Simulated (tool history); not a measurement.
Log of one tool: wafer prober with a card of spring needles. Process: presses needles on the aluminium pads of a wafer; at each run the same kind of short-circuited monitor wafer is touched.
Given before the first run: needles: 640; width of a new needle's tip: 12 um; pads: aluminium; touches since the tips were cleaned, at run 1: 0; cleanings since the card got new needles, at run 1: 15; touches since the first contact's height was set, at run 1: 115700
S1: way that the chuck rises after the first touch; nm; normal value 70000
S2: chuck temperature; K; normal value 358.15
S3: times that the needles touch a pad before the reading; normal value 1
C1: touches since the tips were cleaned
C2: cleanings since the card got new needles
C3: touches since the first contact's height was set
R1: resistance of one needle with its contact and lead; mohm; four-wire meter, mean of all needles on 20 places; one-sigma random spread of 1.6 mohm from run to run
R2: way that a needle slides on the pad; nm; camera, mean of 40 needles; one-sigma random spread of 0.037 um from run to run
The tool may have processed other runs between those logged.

{"run": 1, "hour": 0.0, "S1": 70000, "S2": 358.15, "S3": 1, "C1": 0, "C2": 15, "C3": 115700, "R1": 157, "R2": 14420}
{"run": 2, "hour": 15.5, "S1": 70000, "S2": 358.15, "S3": 1, "C1": 3390, "C2": 15, "C3": 119090, "R1": 155, "R2": 14380}
{"hour": 32.3, "done": "tips cleaned on abrasive film"}
{"run": 3, "hour": 41.4, "S1": 66000, "S2": 358.15, "S3": 1, "C1": 1996, "C2": 16, "C3": 124746, "R1": 161, "R2": 13610}
{"run": 4, "hour": 60.6, "S1": 70000, "S2": 358.15, "S3": 1, "C1": 6208, "C2": 16, "C3": 128958, "R1": 159, "R2": 14500}
{"hour": 64.0, "done": "tips cleaned on abrasive film"}
{"run": 5, "hour": 71.9, "S1": 70000, "S2": 358.15, "S3": 1, "C1": 1726, "C2": 17, "C3": 131403, "R1": 156, "R2": 14450}
{"run": 6, "hour": 83.7, "S1": 70000, "S2": 358.15, "S3": 1, "C1": 4320, "C2": 17, "C3": 133997, "R1": 158, "R2": 14420}
{"hour": 94.4, "done": "tips cleaned on abrasive film"}
{"run": 7, "hour": 96.0, "S1": 70000, "S2": 358.15, "S3": 1, "C1": 357, "C2": 18, "C3": 136682, "R1": 158, "R2": 14490}
{"run": 8, "hour": 116.6, "S1": 70000, "S2": 358.15, "S3": 1, "C1": 4862, "C2": 18, "C3": 141187, "R1": 156, "R2": 14460}
{"hour": 125.7, "done": "tips cleaned on abrasive film"}
{"run": 9, "hour": 128.7, "S1": 70000, "S2": 358.15, "S3": 1, "C1": 658, "C2": 19, "C3": 143824, "R1": 156, "R2": 14400}
{"run": 10, "hour": 154.1, "S1": 70000, "S2": 358.15, "S3": 1, "C1": 6214, "C2": 19, "C3": 149380, "R1": 159, "R2": 14560}
{"hour": 156.3, "done": "tips cleaned on abrasive film"}
{"run": 11, "hour": 178.5, "S1": 70000, "S2": 358.15, "S3": 1, "C1": 4858, "C2": 20, "C3": 154707, "R1": 157, "R2": 14560}
{"hour": 187.1, "done": "tips cleaned on abrasive film"}
{"run": 12, "hour": 191.2, "S1": 70000, "S2": 358.15, "S3": 1, "C1": 900, "C2": 21, "C3": 157472, "R1": 157, "R2": 14540}
{"run": 13, "hour": 211.9, "S1": 70000, "S2": 358.15, "S3": 1, "C1": 5423, "C2": 21, "C3": 161995, "R1": 158, "R2": 14550}
{"hour": 217.3, "done": "tips cleaned on abrasive film"}
{"run": 14, "hour": 228.6, "S1": 70000, "S2": 358.15, "S3": 1, "C1": 2469, "C2": 22, "C3": 165640, "R1": 158, "R2": 14610}
{"run": 15, "hour": 246.4, "S1": 70000, "S2": 334.15, "S3": 1, "C1": 6383, "C2": 22, "C3": 169554, "R1": 155, "R2": 14580}
{"hour": 247.7, "done": "tips cleaned on abrasive film"}
{"run": 16, "hour": 264.5, "S1": 70000, "S2": 334.15, "S3": 1, "C1": 3670, "C2": 23, "C3": 173483, "R1": 154, "R2": 14620}
{"hour": 278.7, "done": "tips cleaned on abrasive film"}
{"run": 17, "hour": 289.7, "S1": 65000, "S2": 348.15, "S3": 1, "C1": 2390, "C2": 24, "C3": 178979, "R1": 157, "R2": 13550}
{"run": 18, "hour": 300.2, "S1": 65000, "S2": 392.15, "S3": 1, "C1": 4697, "C2": 24, "C3": 181286, "R1": 162, "R2": 13560}
{"hour": 310.0, "done": "tips cleaned on abrasive film"}
{"run": 19, "hour": 317.5, "S1": 55000, "S2": 303.15, "S3": 3, "C1": 1645, "C2": 25, "C3": 185061, "R1": 150, "R2": 11500}
{"run": 20, "hour": 329.7, "S1": 65000, "S2": 302.15, "S3": 3, "C1": 4310, "C2": 25, "C3": 187726, "R1": 149, "R2": 13640}
{"hour": 340.6, "done": "tips cleaned on abrasive film"}
{"hour": 350.5, "done": "gauge calibrated"}
{"run": 21, "hour": 354.8, "S1": 65000, "S2": 302.15, "S3": 3, "C1": 3101, "C2": 26, "C3": 193204, "R1": 150, "R2": 13370}
{"hour": 371.1, "done": "tips cleaned on abrasive film"}
{"run": 22, "hour": 376.4, "S1": 56000, "S2": 331.15, "S3": 3, "C1": 1158, "C2": 27, "C3": 197918, "R1": 155, "R2": 11520}
{"hour": 382.3, "done": "height of the first contact set anew"}
{"hour": 402.4, "done": "tips cleaned on abrasive film"}
{"run": 23, "hour": 402.4, "S1": 78000, "S2": 331.15, "S3": 1, "C1": 0, "C2": 28, "C3": 4369, "R1": 150, "R2": 16110}
{"run": 24, "hour": 426.1, "S1": 81000, "S2": 358.15, "S3": 1, "C1": 5190, "C2": 28, "C3": 9559, "R1": 157, "R2": 16730}
{"hour": 432.8, "done": "tips cleaned on abrasive film"}
{"run": 25, "hour": 446.5, "S1": 86000, "S2": 358.15, "S3": 2, "C1": 3015, "C2": 29, "C3": 14021, "R1": 157, "R2": 17820}
{"hour": 463.2, "done": "tips cleaned on abrasive film"}
{"run": 26, "hour": 469.3, "S1": 75000, "S2": 371.15, "S3": 1, "C1": 1326, "C2": 30, "C3": 18989, "R1": 158, "R2": 15470}
{"run": 27, "hour": 488.0, "S1": 61000, "S2": 350.15, "S3": 1, "C1": 5437, "C2": 30, "C3": 23100, "R1": 158, "R2": 12580}
{"hour": 494.3, "done": "tips cleaned on abrasive film"}
{"run": 28, "hour": 500.6, "S1": 55000, "S2": 328.15, "S3": 1, "C1": 1377, "C2": 31, "C3": 25824, "R1": 154, "R2": 11470}
{"run": 29, "hour": 513.0, "S1": 90000, "S2": 317.15, "S3": 1, "C1": 4091, "C2": 31, "C3": 28538, "R1": 149, "R2": 18690}
{"hour": 525.1, "done": "tips cleaned on abrasive film"}
{"run": 30, "hour": 535.1, "S1": 75000, "S2": 358.15, "S3": 1, "C1": 2184, "C2": 32, "C3": 33359, "R1": 158, "R2": 15650}

Results for each run, recomputed without the tool's hidden state and with each run's random variation untouched:
Hidden state at play: debris on the tips, nm; way that the needles fall short of the set height, um; tips' diameter, um; drift of the gauge itself on contact_mohm, %; drift of the gauge itself on scrub_um, %.
run=1 R2=14420
run=2 R2=14370
run=3 R2=13580
run=4 R2=14460
run=5 R2=14400
run=6 R2=14350
run=7 R2=14420
run=8 R2=14370
run=9 R2=14290
run=10 R2=14440
run=11 R2=14410
run=12 R2=14390
run=13 R2=14370
run=14 R2=14420
run=15 R2=14380
run=16 R2=14400
run=17 R2=13330
run=18 R2=13330
run=19 R2=11300
run=20 R2=13390
run=21 R2=13370
run=22 R2=11500
run=23 R2=16060
run=24 R2=16660
run=25 R2=17730
run=26 R2=15370
run=27 R2=12480
run=28 R2=11370
run=29 R2=18520
run=30 R2=15480
R1 without the hidden state stays within 1 mohm of what was measured, in all runs.
